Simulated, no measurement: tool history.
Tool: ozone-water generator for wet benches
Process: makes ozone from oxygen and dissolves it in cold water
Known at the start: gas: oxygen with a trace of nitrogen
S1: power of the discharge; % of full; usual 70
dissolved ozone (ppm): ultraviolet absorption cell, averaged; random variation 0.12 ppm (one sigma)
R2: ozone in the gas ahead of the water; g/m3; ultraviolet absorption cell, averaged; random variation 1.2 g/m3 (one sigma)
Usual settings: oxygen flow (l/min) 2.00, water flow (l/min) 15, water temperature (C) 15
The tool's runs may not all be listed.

Run 1, hour 0.0: usual settings. Result: dissolved ozone (ppm) 9.9, R2 184.0 g/m3.
At hour 125.6: contactor cleaned.
Run 2, hour 156.4: usual settings. Result: dissolved ozone (ppm) 10.1, R2 182.4 g/m3.
At hour 210.1: water thermometer calibrated.
Run 3, hour 225.8: usual settings but water temperature (C) 16. Result: dissolved ozone (ppm) 9.9, R2 182.9 g/m3.
Run 4, hour 364.7: usual settings but water temperature (C) 16. Result: dissolved ozone (ppm) 10.0, R2 183.1 g/m3.
Run 5, hour 493.1: usual settings but water temperature (C) 16. Result: dissolved ozone (ppm) 9.9, R2 182.7 g/m3.
Run 6, hour 606.3: usual settings but water temperature (C) 16. Result: dissolved ozone (ppm) 10.0, R2 182.5 g/m3.
Run 7, hour 691.2: usual settings but water temperature (C) 16. Result: dissolved ozone (ppm) 10.0, R2 180.6 g/m3.
At hour 823.8: water thermometer calibrated, once more.
Run 8, hour 847.1: usual settings but water temperature (C) 16. Result: dissolved ozone (ppm) 10.0, R2 179.8 g/m3.
Run 9, hour 958.1: usual settings but water flow (l/min) 16, water temperature (C) 16. Result: dissolved ozone (ppm) 9.3, R2 180.2 g/m3.
Run 10, hour 1077.1: usual settings but oxygen flow (l/min) 1.05. Result: dissolved ozone (ppm) 8.3, R2 252.9 g/m3.
Run 11, hour 1185.3: usual settings but oxygen flow (l/min) 1.05. Result: dissolved ozone (ppm) 8.4, R2 251.2 g/m3.
Run 12, hour 1250.7: usual settings but S1 62 % of full, oxygen flow (l/min) 1.43, water flow (l/min) 11. Result: dissolved ozone (ppm) 11.9, R2 200.0 g/m3.
Run 13, hour 1386.0: usual settings but S1 62 % of full, oxygen flow (l/min) 1.43, water flow (l/min) 11. Result: dissolved ozone (ppm) 11.8, R2 198.4 g/m3.
Run 14, hour 1528.3: usual settings but S1 62 % of full, oxygen flow (l/min) 1.43, water flow (l/min) 11. Result: dissolved ozone (ppm) 11.6, R2 198.2 g/m3.
Run 15, hour 1645.1: usual settings but S1 61 % of full, oxygen flow (l/min) 1.53. Result: dissolved ozone (ppm) 8.7, R2 189.4 g/m3.

The next listed run, before its measurement:
Run 16, hour 1749.9: usual settings but oxygen flow (l/min) 2.78. Result: dissolved ozone (ppm) ?, R2 ?.

Run 16 gave dissolved ozone (ppm) 10.4, R2 151.2 g/m3.
Without the tool's hidden state the same run would have given dissolved ozone (ppm) 12.3, R2 176.8 g/m3.

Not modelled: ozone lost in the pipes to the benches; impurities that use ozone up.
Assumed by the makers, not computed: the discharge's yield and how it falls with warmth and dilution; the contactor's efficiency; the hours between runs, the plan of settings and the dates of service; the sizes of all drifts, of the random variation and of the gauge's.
